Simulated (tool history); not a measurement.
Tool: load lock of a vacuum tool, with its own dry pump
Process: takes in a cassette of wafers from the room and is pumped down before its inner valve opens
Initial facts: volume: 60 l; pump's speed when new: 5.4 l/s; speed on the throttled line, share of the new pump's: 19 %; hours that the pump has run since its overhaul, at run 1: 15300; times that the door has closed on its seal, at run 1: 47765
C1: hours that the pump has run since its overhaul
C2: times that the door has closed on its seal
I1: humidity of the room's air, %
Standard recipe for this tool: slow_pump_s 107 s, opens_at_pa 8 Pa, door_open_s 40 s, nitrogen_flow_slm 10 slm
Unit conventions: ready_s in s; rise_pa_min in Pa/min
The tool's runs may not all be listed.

run 1 hour=0.0 | slow_pump_s=107 opens_at_pa=8 door_open_s=40 nitrogen_flow_slm=10 | C1=15300 C2=47765 | I1=46.2 | ready_s=206.1 rise_pa_min=0.423
run 2 hour=380.8 | slow_pump_s=198 opens_at_pa=8 door_open_s=40 nitrogen_flow_slm=10 | C1=15681 C2=48787 | I1=47.9 | ready_s=278.1 rise_pa_min=0.442
run 3 hour=751.1 | slow_pump_s=107 opens_at_pa=8 door_open_s=40 nitrogen_flow_slm=10 | C1=16051 C2=49780 | I1=45.7 | ready_s=206.1 rise_pa_min=0.456
run 4 hour=962.0 | slow_pump_s=107 opens_at_pa=8 door_open_s=40 nitrogen_flow_slm=10 | C1=16262 C2=50346 | I1=45.6 | ready_s=207.9 rise_pa_min=0.466
run 5 hour=1146.5 | slow_pump_s=152 opens_at_pa=8 door_open_s=40 nitrogen_flow_slm=10 | C1=16447 C2=50841 | I1=45.0 | ready_s=243.0 rise_pa_min=0.467
-- hour=1364.0 dry pump taken out, an overhauled one fitted
run 6 hour=1534.3 | slow_pump_s=107 opens_at_pa=8 door_open_s=40 nitrogen_flow_slm=10 | C1=170 C2=51866 | I1=45.7 | ready_s=192.7 rise_pa_min=0.489
run 7 hour=1733.1 | slow_pump_s=107 opens_at_pa=10 door_open_s=40 nitrogen_flow_slm=10 | C1=369 C2=52399 | I1=46.1 | ready_s=189.2 rise_pa_min=0.498
run 8 hour=2095.0 | slow_pump_s=75 opens_at_pa=8 door_open_s=40 nitrogen_flow_slm=10 | C1=731 C2=53370 | I1=45.3 | ready_s=166.9 rise_pa_min=0.505
run 9 hour=2364.1 | slow_pump_s=107 opens_at_pa=13 door_open_s=68 nitrogen_flow_slm=10 | C1=1000 C2=54092 | I1=43.7 | ready_s=186.8 rise_pa_min=0.539
run 10 hour=2564.4 | slow_pump_s=107 opens_at_pa=13 door_open_s=68 nitrogen_flow_slm=10 | C1=1200 C2=54629 | I1=41.5 | ready_s=187.7 rise_pa_min=0.530
run 11 hour=2943.2 | slow_pump_s=107 opens_at_pa=8 door_open_s=163 nitrogen_flow_slm=11 | C1=1579 C2=55646 | I1=44.1 | ready_s=193.1 rise_pa_min=0.573
-- hour=3001.9 door's seal changed, seat wiped
run 12 hour=3260.7 | slow_pump_s=107 opens_at_pa=8 door_open_s=163 nitrogen_flow_slm=11 | C1=1895 C2=695 | I1=47.1 | ready_s=192.2 rise_pa_min=0.067
run 13 hour=3608.0 | slow_pump_s=107 opens_at_pa=7 door_open_s=40 nitrogen_flow_slm=11 | C1=2242 C2=1627 | I1=45.3 | ready_s=196.2 rise_pa_min=0.029
run 14 hour=3876.8 | slow_pump_s=189 opens_at_pa=9 door_open_s=40 nitrogen_flow_slm=11 | C1=2511 C2=2348 | I1=45.3 | ready_s=258.3 rise_pa_min=0.029
run 15 hour=4273.9 | slow_pump_s=189 opens_at_pa=9 door_open_s=40 nitrogen_flow_slm=11 | C1=2908 C2=3413 | I1=45.3 | ready_s=261.2 rise_pa_min=0.037

Each row is a separate what-if for the run after 15, all from the same tool condition, not one after another. Results?
run A hour=4662.3 | slow_pump_s=107 opens_at_pa=10 door_open_s=208 nitrogen_flow_slm=10 | C1=3297 C2=4455 | I1=43.0 | ready_s=? rise_pa_min=?
run B hour=4662.3 | slow_pump_s=71 opens_at_pa=9 door_open_s=40 nitrogen_flow_slm=9 | C1=3297 C2=4455 | I1=49.4 | ready_s=? rise_pa_min=?
run C hour=4662.3 | slow_pump_s=107 opens_at_pa=8 door_open_s=180 nitrogen_flow_slm=10 | C1=3297 C2=4455 | I1=45.0 | ready_s=? rise_pa_min=?
run D hour=4662.3 | slow_pump_s=62 opens_at_pa=7 door_open_s=40 nitrogen_flow_slm=33 | C1=3297 C2=4455 | I1=44.6 | ready_s=? rise_pa_min=?

run=A ready_s=192.6 rise_pa_min=0.085
run=B ready_s=164.4 rise_pa_min=0.039
run=C ready_s=193.9 rise_pa_min=0.073
run=D ready_s=161.3 rise_pa_min=0.028
Stripped of hidden state, with their random variation kept, the same runs would have yielded:
run=A ready_s=191.2 rise_pa_min=0.071
run=B ready_s=162.8 rise_pa_min=0.024
run=C ready_s=192.4 rise_pa_min=0.059
run=D ready_s=159.6 rise_pa_min=0.014

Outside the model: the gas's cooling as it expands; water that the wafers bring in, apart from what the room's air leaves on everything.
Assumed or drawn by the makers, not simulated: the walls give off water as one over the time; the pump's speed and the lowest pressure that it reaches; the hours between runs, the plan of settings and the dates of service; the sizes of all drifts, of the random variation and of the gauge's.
